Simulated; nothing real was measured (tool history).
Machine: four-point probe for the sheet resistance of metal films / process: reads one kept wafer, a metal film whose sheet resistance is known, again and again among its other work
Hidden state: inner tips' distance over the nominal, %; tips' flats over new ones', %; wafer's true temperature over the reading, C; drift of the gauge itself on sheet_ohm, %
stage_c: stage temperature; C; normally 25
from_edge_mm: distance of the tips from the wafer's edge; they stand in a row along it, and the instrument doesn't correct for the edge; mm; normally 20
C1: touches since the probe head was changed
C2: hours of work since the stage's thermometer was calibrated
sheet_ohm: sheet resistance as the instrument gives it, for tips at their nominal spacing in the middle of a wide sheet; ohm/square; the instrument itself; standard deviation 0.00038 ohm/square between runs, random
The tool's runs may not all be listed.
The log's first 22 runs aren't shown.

run 23 hour=412 | stage_c=28 from_edge_mm=63 | C1=114529 C2=684 | sheet_ohm=1.906202
run 24 hour=430.3 | stage_c=28 from_edge_mm=5 | C1=115530 C2=696 | sheet_ohm=1.922281
run 25 hour=445.6 | stage_c=26 from_edge_mm=20 | C1=116366 C2=707 | sheet_ohm=1.903247
run 26 hour=469.6 | stage_c=22 from_edge_mm=4 | C1=117679 C2=722 | sheet_ohm=1.922084
run 27 hour=484.6 | stage_c=22 from_edge_mm=4 | C1=118504 C2=733 | sheet_ohm=1.921412
run 28 hour=506.5 | stage_c=29 from_edge_mm=54 | C1=119700 C2=747 | sheet_ohm=1.907368
run 29 hour=517.7 | stage_c=25 from_edge_mm=46 | C1=120313 C2=754 | sheet_ohm=1.900903
run 30 hour=535.2 | stage_c=25 from_edge_mm=10 | C1=121274 C2=766 | sheet_ohm=1.905014
run 31 hour=547.3 | stage_c=25 from_edge_mm=10 | C1=121937 C2=774 | sheet_ohm=1.904807
run 32 hour=559.1 | stage_c=20 from_edge_mm=7 | C1=122579 C2=782 | sheet_ohm=1.902085
run 33 hour=578.2 | stage_c=34 from_edge_mm=25 | C1=123628 C2=795 | sheet_ohm=1.914679
-- hour=580.6 new probe head fitted
run 34 hour=593.2 | stage_c=31 from_edge_mm=9 | C1=686 C2=804 | sheet_ohm=1.914101
run 35 hour=618.9 | stage_c=26 from_edge_mm=12 | C1=2093 C2=821 | sheet_ohm=1.905362
run 36 hour=639.9 | stage_c=30 from_edge_mm=3 | C1=3243 C2=835 | sheet_ohm=1.952121
run 37 hour=656.2 | stage_c=30 from_edge_mm=3 | C1=4138 C2=846 | sheet_ohm=1.953374
run 38 hour=672.9 | stage_c=20 from_edge_mm=64 | C1=5048 C2=857 | sheet_ohm=1.892524
run 39 hour=687.2 | stage_c=20 from_edge_mm=64 | C1=5831 C2=867 | sheet_ohm=1.893583
run 40 hour=707.5 | stage_c=32 from_edge_mm=3 | C1=6944 C2=880 | sheet_ohm=1.954932
run 41 hour=724.1 | stage_c=32 from_edge_mm=3 | C1=7851 C2=891 | sheet_ohm=1.95579

What if the next run were any one of these 5? Each begins from the tool's condition after run 41:
run A hour=749 | stage_c=35 from_edge_mm=17 | C1=9215 C2=908 | sheet_ohm=?
run B hour=749 | stage_c=29 from_edge_mm=3 | C1=9215 C2=908 | sheet_ohm=?
run C hour=749 | stage_c=19 from_edge_mm=62 | C1=9215 C2=908 | sheet_ohm=?
run D hour=749 | stage_c=35 from_edge_mm=10 | C1=9215 C2=908 | sheet_ohm=?
run E hour=749 | stage_c=19 from_edge_mm=20 | C1=9215 C2=908 | sheet_ohm=?

run=A sheet_ohm=1.916168
run=B sheet_ohm=1.951429
run=C sheet_ohm=1.891217
run=D sheet_ohm=1.919124
run=E sheet_ohm=1.891958
The same runs, with their run-to-run variation unchanged, on a tool lacking any hidden condition would have given:
run=A sheet_ohm=1.916358
run=B sheet_ohm=1.951624
run=C sheet_ohm=1.891407
run=D sheet_ohm=1.919314
run=E sheet_ohm=1.892149

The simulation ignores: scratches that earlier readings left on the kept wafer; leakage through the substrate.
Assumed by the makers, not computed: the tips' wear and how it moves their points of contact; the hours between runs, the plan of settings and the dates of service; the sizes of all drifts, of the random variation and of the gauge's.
